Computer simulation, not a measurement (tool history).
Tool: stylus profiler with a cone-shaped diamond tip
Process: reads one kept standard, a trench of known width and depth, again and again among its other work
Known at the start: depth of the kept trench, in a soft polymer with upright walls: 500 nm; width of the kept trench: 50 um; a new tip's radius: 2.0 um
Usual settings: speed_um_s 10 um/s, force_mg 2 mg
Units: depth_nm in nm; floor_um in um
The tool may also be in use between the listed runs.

{"run": 1, "hour": 0.0, "speed_um_s": 10, "force_mg": 2, "depth_nm": 504.51, "floor_um": 46.98}
{"run": 2, "hour": 48.9, "speed_um_s": 10, "force_mg": 2, "depth_nm": 504.4, "floor_um": 46.97}
{"run": 3, "hour": 71.9, "speed_um_s": 10, "force_mg": 2, "depth_nm": 504.5, "floor_um": 47}
{"run": 4, "hour": 111.4, "speed_um_s": 10, "force_mg": 2, "depth_nm": 504.33, "floor_um": 46.97}
{"run": 5, "hour": 145.0, "speed_um_s": 10, "force_mg": 2, "depth_nm": 504.43, "floor_um": 46.94}
{"run": 6, "hour": 167.2, "speed_um_s": 10, "force_mg": 2, "depth_nm": 504.52, "floor_um": 46.95}
{"run": 7, "hour": 189.2, "speed_um_s": 10, "force_mg": 2.93, "depth_nm": 505.78, "floor_um": 46.99}
{"run": 8, "hour": 218.0, "speed_um_s": 10, "force_mg": 2.93, "depth_nm": 505.93, "floor_um": 46.85}
{"run": 9, "hour": 254.4, "speed_um_s": 25, "force_mg": 2.93, "depth_nm": 505.97, "floor_um": 46.8}
{"run": 10, "hour": 302.7, "speed_um_s": 9, "force_mg": 2.93, "depth_nm": 505.73, "floor_um": 46.89}
{"run": 11, "hour": 345.0, "speed_um_s": 9, "force_mg": 2.93, "depth_nm": 506.01, "floor_um": 46.84}
{"run": 12, "hour": 389.5, "speed_um_s": 9, "force_mg": 2.93, "depth_nm": 505.84, "floor_um": 46.83}
{"run": 13, "hour": 430.3, "speed_um_s": 9, "force_mg": 2.93, "depth_nm": 505.58, "floor_um": 46.75}
{"run": 14, "hour": 461.9, "speed_um_s": 2, "force_mg": 2, "depth_nm": 504.16, "floor_um": 46.79}
{"run": 15, "hour": 502.1, "speed_um_s": 2, "force_mg": 2, "depth_nm": 504.29, "floor_um": 46.78}
{"run": 16, "hour": 530.9, "speed_um_s": 2, "force_mg": 2, "depth_nm": 504.15, "floor_um": 46.78}
{"run": 17, "hour": 562.8, "speed_um_s": 2, "force_mg": 2, "depth_nm": 504.42, "floor_um": 46.72}
{"run": 18, "hour": 597.7, "speed_um_s": 2, "force_mg": 2, "depth_nm": 504.24, "floor_um": 46.68}
{"run": 19, "hour": 636.8, "speed_um_s": 2, "force_mg": 2, "depth_nm": 504.24, "floor_um": 46.74}
{"run": 20, "hour": 687.1, "speed_um_s": 10, "force_mg": 0.96, "depth_nm": 502.32, "floor_um": 46.63}
{"run": 21, "hour": 710.1, "speed_um_s": 10, "force_mg": 0.96, "depth_nm": 502.13, "floor_um": 46.58}
{"run": 22, "hour": 752.6, "speed_um_s": 10, "force_mg": 0.96, "depth_nm": 502.06, "floor_um": 46.63}
{"run": 23, "hour": 786.0, "speed_um_s": 10, "force_mg": 2, "depth_nm": 504, "floor_um": 46.61}
{"run": 24, "hour": 832.4, "speed_um_s": 10, "force_mg": 2, "depth_nm": 504.17, "floor_um": 46.56}
{"run": 25, "hour": 858.9, "speed_um_s": 36, "force_mg": 0.97, "depth_nm": 502.28, "floor_um": 46.45}
{"run": 26, "hour": 897.3, "speed_um_s": 13, "force_mg": 2, "depth_nm": 503.95, "floor_um": 46.59}
{"run": 27, "hour": 943.6, "speed_um_s": 13, "force_mg": 2, "depth_nm": 503.99, "floor_um": 46.48}
{"run": 28, "hour": 990.6, "speed_um_s": 4, "force_mg": 3.05, "depth_nm": 505.72, "floor_um": 46.6}
{"run": 29, "hour": 1037.3, "speed_um_s": 4, "force_mg": 3.05, "depth_nm": 505.6, "floor_um": 46.54}
{"run": 30, "hour": 1065.6, "speed_um_s": 3, "force_mg": 0.95, "depth_nm": 502.07, "floor_um": 46.43}
{"run": 31, "hour": 1091.1, "speed_um_s": 3, "force_mg": 0.95, "depth_nm": 502.03, "floor_um": 46.52}
{"run": 32, "hour": 1122.2, "speed_um_s": 10, "force_mg": 4.52, "depth_nm": 507.59, "floor_um": 46.46}
{"run": 33, "hour": 1164.1, "speed_um_s": 9, "force_mg": 3.51, "depth_nm": 506.23, "floor_um": 46.42}
{"run": 34, "hour": 1212.3, "speed_um_s": 2, "force_mg": 1.73, "depth_nm": 503.42, "floor_um": 46.46}
{"run": 35, "hour": 1238.9, "speed_um_s": 10, "force_mg": 0.71, "depth_nm": 501.52, "floor_um": 46.37}
{"run": 36, "hour": 1272.6, "speed_um_s": 12, "force_mg": 1.66, "depth_nm": 503.22, "floor_um": 46.38}
{"run": 37, "hour": 1297.2, "speed_um_s": 38, "force_mg": 1.85, "depth_nm": 503.67, "floor_um": 46.26}
{"run": 38, "hour": 1325.4, "speed_um_s": 4, "force_mg": 0.83, "depth_nm": 501.74, "floor_um": 46.34}
{"run": 39, "hour": 1358.5, "speed_um_s": 4, "force_mg": 0.83, "depth_nm": 501.63, "floor_um": 46.35}
{"run": 40, "hour": 1397.4, "speed_um_s": 4, "force_mg": 0.83, "depth_nm": 501.63, "floor_um": 46.35}
{"run": 41, "hour": 1440.0, "speed_um_s": 10, "force_mg": 0.74, "depth_nm": 501.53, "floor_um": 46.27}
{"run": 42, "hour": 1473.0, "speed_um_s": 10, "force_mg": 0.74, "depth_nm": 501.47, "floor_um": 46.24}
{"run": 43, "hour": 1496.7, "speed_um_s": 3, "force_mg": 1.67, "depth_nm": 503.29, "floor_um": 46.32}
{"run": 44, "hour": 1537.5, "speed_um_s": 3, "force_mg": 1.67, "depth_nm": 503.11, "floor_um": 46.25}
{"run": 45, "hour": 1558.6, "speed_um_s": 5, "force_mg": 5.8, "depth_nm": 508.94, "floor_um": 46.28}
{"run": 46, "hour": 1582.8, "speed_um_s": 5, "force_mg": 3.43, "depth_nm": 505.89, "floor_um": 46.23}
{"run": 47, "hour": 1632.8, "speed_um_s": 8, "force_mg": 3.86, "depth_nm": 506.62, "floor_um": 46.22}

3 ways to go on from here, each from the tool as it stands after run 47. What would each give?
{"run": "A", "hour": 1684.0, "speed_um_s": 7, "force_mg": 1.51, "depth_nm": "?", "floor_um": "?"}
{"run": "B", "hour": 1684.0, "speed_um_s": 8, "force_mg": 5.89, "depth_nm": "?", "floor_um": "?"}
{"run": "C", "hour": 1684.0, "speed_um_s": 19, "force_mg": 2, "depth_nm": "?", "floor_um": "?"}

run=A depth_nm=502.97 floor_um=46.15
run=B depth_nm=508.94 floor_um=46.23
run=C depth_nm=503.72 floor_um=46.15
Without the tool's hidden state the same runs would have given:
run=A depth_nm=504.23 floor_um=47.29
run=B depth_nm=510.21 floor_um=47.36
run=C depth_nm=504.98 floor_um=47.29
